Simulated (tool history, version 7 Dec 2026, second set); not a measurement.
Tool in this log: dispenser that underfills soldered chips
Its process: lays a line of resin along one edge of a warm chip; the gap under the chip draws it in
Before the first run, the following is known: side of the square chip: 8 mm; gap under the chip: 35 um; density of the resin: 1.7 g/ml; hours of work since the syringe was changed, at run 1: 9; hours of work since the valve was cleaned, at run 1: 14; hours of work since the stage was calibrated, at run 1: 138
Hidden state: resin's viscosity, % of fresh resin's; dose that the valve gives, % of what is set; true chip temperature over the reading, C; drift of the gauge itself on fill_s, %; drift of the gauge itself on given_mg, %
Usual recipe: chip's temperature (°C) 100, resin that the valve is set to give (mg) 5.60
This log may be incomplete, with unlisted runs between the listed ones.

run,hour,chip's temperature (°C),resin that the valve is set to give (mg),hours of work since the syringe was changed,hours of work since the valve was cleaned,hours of work since the stage was calibrated,time until the resin shows at the far edge (s),resin that the valve gave (mg)
1,0.0,100,5.60,9,14,138,253.9,5.56
# hour 1.4: new syringe of resin
2,13.3,100,5.10,9,24,148,252.5,5.05
# hour 15.0: new syringe of resin
3,25.1,100,6.97,8,33,157,222.5,6.81
# hour 28.2: new syringe of resin
4,36.8,100,6.97,7,42,166,200.1,6.82
# hour 41.8: new syringe of resin
5,47.1,100,6.18,4,50,174,167.0,6.04
# hour 54.7: new syringe of resin
6,57.0,100,6.99,2,57,181,138.0,6.70
7,64.5,100,5.60,8,63,187,227.8,5.44
# hour 67.4: new syringe of resin
8,78.2,100,5.77,8,73,198,240.5,5.45
# hour 80.6: new syringe of resin
9,90.8,100,5.77,8,83,207,228.6,5.52
# hour 93.7: new syringe of resin
# hour 99.6: dispensing valve cleaned and set on the balance
10,106.6,100,5.77,9,5,219,255.1,5.77
# hour 108.4: new syringe of resin
11,120.0,87,6.82,9,16,229,410.5,6.77
# hour 121.8: new syringe of resin
12,127.6,101,5.70,4,21,234,171.1,5.52
# hour 134.3: new syringe of resin
13,142.1,94,6.31,6,32,245,251.4,6.23
# hour 147.2: new syringe of resin
14,156.0,101,6.31,7,43,256,203.0,6.11
# hour 160.2: new syringe of resin
15,169.3,101,4.89,7,53,266,216.1,4.70
# hour 173.1: new syringe of resin
16,176.7,86,6.55,3,58,272,260.5,6.32
# hour 187.0: new syringe of resin
17,188.7,92,7.21,1,68,281,180.7,6.90
18,195.9,114,6.12,7,73,286,130.8,5.91

Branching from run 18: 4 alternative next runs. What would each branch give?
# hour 199.7: new syringe of resin
A,209.3,114,7.26,7,83,296,?,?
# hour 199.7: new syringe of resin
B,209.3,111,6.09,7,83,296,?,?
# hour 199.7: new syringe of resin
C,209.3,85,5.13,7,83,296,?,?
# hour 199.7: new syringe of resin
D,209.3,91,5.11,7,83,296,?,?

run,time until the resin shows at the far edge (s),resin that the valve gave (mg)
A,136.1,6.78
B,150.5,5.74
C,412.8,4.86
D,328.3,4.86
The same runs, with their run-to-run variation unchanged, on a tool lacking any hidden condition would have given:
run,time until the resin shows at the far edge (s),resin that the valve gave (mg)
A,71.8,7.17
B,79.2,6.07
C,214.1,5.14
D,170.4,5.14
